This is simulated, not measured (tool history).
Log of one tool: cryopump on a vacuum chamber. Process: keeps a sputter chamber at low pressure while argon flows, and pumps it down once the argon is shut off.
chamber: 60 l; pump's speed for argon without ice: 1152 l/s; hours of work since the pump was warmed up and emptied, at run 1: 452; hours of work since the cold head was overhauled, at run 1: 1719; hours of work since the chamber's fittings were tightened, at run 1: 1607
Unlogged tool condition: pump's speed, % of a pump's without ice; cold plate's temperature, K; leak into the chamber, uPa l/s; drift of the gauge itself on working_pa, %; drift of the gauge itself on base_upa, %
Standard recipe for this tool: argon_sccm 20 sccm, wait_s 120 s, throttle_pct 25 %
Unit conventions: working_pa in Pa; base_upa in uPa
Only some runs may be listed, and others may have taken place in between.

run	hour	argon_sccm	wait_s	throttle_pct	hours of work since the pump was warmed up and emptied	hours of work since the cold head was overhauled	hours of work since the chamber's fittings were tightened	working_pa	base_upa
1	0.0	20	120	25	452	1719	1607	0.1224	2.47
2	67.9	20	120	25	489	1756	1644	0.1241	2.50
3	110.1	20	120	25	512	1779	1667	0.1237	2.51
4	166.6	20	120	25	543	1810	1698	0.1237	2.67
5	214.5	20	120	25	569	1836	1724	0.1234	2.70
# hour 247.2: pump warmed up, emptied and cooled again
6	308.7	20	120	25	34	1885	1773	0.1177	2.30
7	359.2	20	120	32	61	1912	1800	0.0921	2.42
8	398.7	22	120	25	83	1934	1822	0.1299	2.44
9	474.9	20	120	25	124	1975	1863	0.1193	2.45
10	525.3	20	120	25	152	2003	1891	0.1189	2.50
11	617.3	20	120	25	202	2053	1941	0.1197	2.58
12	699.4	20	181	25	247	2098	1986	0.1205	2.46
13	750.8	20	181	38	275	2126	2014	0.0803	2.43
14	808.1	20	181	38	306	2157	2045	0.0811	2.54
15	873.0	20	181	38	341	2192	2080	0.0809	2.53
16	913.2	20	181	38	363	2214	2102	0.0817	2.64
17	983.2	20	120	25	401	2252	2140	0.1217	2.79
18	1043.4	20	42	45	434	2285	2173	0.0702	4.01
19	1093.5	11	120	25	461	2313	2201	0.0673	2.95
20	1183.5	28	120	43	510	2362	2250	0.1047	3.07
21	1262.4	10	57	25	553	2405	2293	0.0609	3.70
# hour 1320.5: pump warmed up, emptied and cooled again
22	1358.7	10	39	25	21	2454	2342	0.0583	3.82
23	1431.7	26	39	25	61	2494	2382	0.1535	4.04
24	1501.2	11	39	39	99	2532	2420	0.0426	4.08
25	1597.2	20	28	32	151	2584	2472	0.0934	4.67
26	1658.7	20	28	32	184	2618	2506	0.0942	4.83
27	1748.3	20	79	35	233	2667	2555	0.0856	3.36
28	1795.3	22	228	17	259	2692	2580	0.1941	2.81
29	1875.6	20	121	25	303	2736	2624	0.1212	3.36
30	1937.3	20	102	25	336	2770	2658	0.1208	3.34
31	2017.3	35	223	35	380	2813	2701	0.1551	3.15
32	2067.5	35	164	35	407	2841	2729	0.1546	3.25
33	2118.3	35	164	35	435	2868	2757	0.1558	3.30
34	2208.7	29	113	39	484	2918	2806	0.1172	3.55

Subtracting, for every run, the result it would have given without the tool's unlogged condition from the measured result gives the following. The same run-to-run variation enters both numbers; the gauge's scatter may not:
run	working_pa	base_upa
1	+0.0056	+1.68
2	+0.0061	+1.71
3	+0.0063	+1.77
4	+0.0066	+1.86
5	+0.0070	+1.90
6	+0.0009	+1.54
7	+0.0012	+1.61
8	+0.0015	+1.62
9	+0.0017	+1.64
10	+0.0019	+1.70
11	+0.0025	+1.80
12	+0.0030	+1.87
13	+0.0032	+1.86
14	+0.0035	+1.94
15	+0.0039	+1.92
16	+0.0041	+2.01
17	+0.0045	+2.03
18	+0.0048	+2.20
19	+0.0029	+2.18
20	+0.0081	+2.27
21	+0.0031	+2.35
22	+0.0003	+1.97
23	+0.0014	+2.10
24	+0.0009	+2.16
25	+0.0019	+2.16
26	+0.0023	+2.26
27	+0.0028	+2.29
28	+0.0034	+2.29
29	+0.0035	+2.51
30	+0.0039	+2.47
31	+0.0076	+2.57
32	+0.0081	+2.59
33	+0.0087	+2.65
34	+0.0080	+2.74

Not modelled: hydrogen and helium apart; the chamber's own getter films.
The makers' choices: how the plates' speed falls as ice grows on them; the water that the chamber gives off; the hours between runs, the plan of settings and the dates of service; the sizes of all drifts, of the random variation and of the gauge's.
